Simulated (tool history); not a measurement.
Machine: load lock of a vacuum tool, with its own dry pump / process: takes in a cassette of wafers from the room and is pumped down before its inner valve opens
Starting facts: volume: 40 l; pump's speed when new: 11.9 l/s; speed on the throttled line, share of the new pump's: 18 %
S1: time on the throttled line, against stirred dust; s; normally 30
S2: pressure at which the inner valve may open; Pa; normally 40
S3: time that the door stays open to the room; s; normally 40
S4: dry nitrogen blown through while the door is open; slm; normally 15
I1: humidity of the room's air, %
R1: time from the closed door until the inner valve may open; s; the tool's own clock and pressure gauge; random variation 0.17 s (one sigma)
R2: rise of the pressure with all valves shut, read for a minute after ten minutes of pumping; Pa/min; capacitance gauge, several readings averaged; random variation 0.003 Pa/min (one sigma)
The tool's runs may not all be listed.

run    hour  S1  S2   S3  S4    I1    R1     R2
  1     0.0  30  40   40  15  41.4  52.0  0.147
  2   296.4  30  40   40  15  45.7  52.1  0.161
  3   495.3  30  40   40  15  47.9  52.2  0.162
      534.4  -- door's seal changed, seat wiped
  4   625.6  30  63   40  15  43.0  50.4  0.012
  5   809.4  30  63   40  15  44.9  50.7  0.019
  6   928.4  30  40   40  15  45.5  52.0  0.013
  7  1195.1  30  40   40  15  43.8  52.0  0.021
  8  1409.6  30  40   40  15  45.8  52.2  0.023
  9  1533.7  30  56   40  15  47.7  50.8  0.030
 10  1690.7  30  28  227  11  43.0  53.6  0.041
 11  1891.2  34  28   26  11  44.6  56.8  0.029
 12  2053.1  42  80   96   7  44.1  59.4  0.045
 13  2291.6  22  80   96   6  45.1  43.2  0.050
 14  2489.5  30  42   40  15  48.8  52.1  0.040
 15  2720.6  30  42   40  15  45.2  52.0  0.041
 16  2897.1  30  30   31  15  46.4  53.2  0.045
 17  3032.5  30  30   31  15  42.7  53.5  0.049
 18  3198.3  30  31   40  15  43.4  53.5  0.051

3 ways to go on from here, each from the tool as it stands after run 18. What would each give?
  A  3390.0  30  36  40  15  45.2   ?   ?
  B  3390.0  30  31  40   5  45.2   ?   ?
  C  3390.0  30  40  40   7  43.1   ?   ?

run    R1     R2
  A  52.7  0.062
  B  53.2  0.069
  C  52.3  0.059
The same runs, with their run-to-run variation unchanged, on a tool lacking any hidden condition would have given:
run    R1     R2
  A  51.3  0.021
  B  51.7  0.027
  C  50.9  0.017
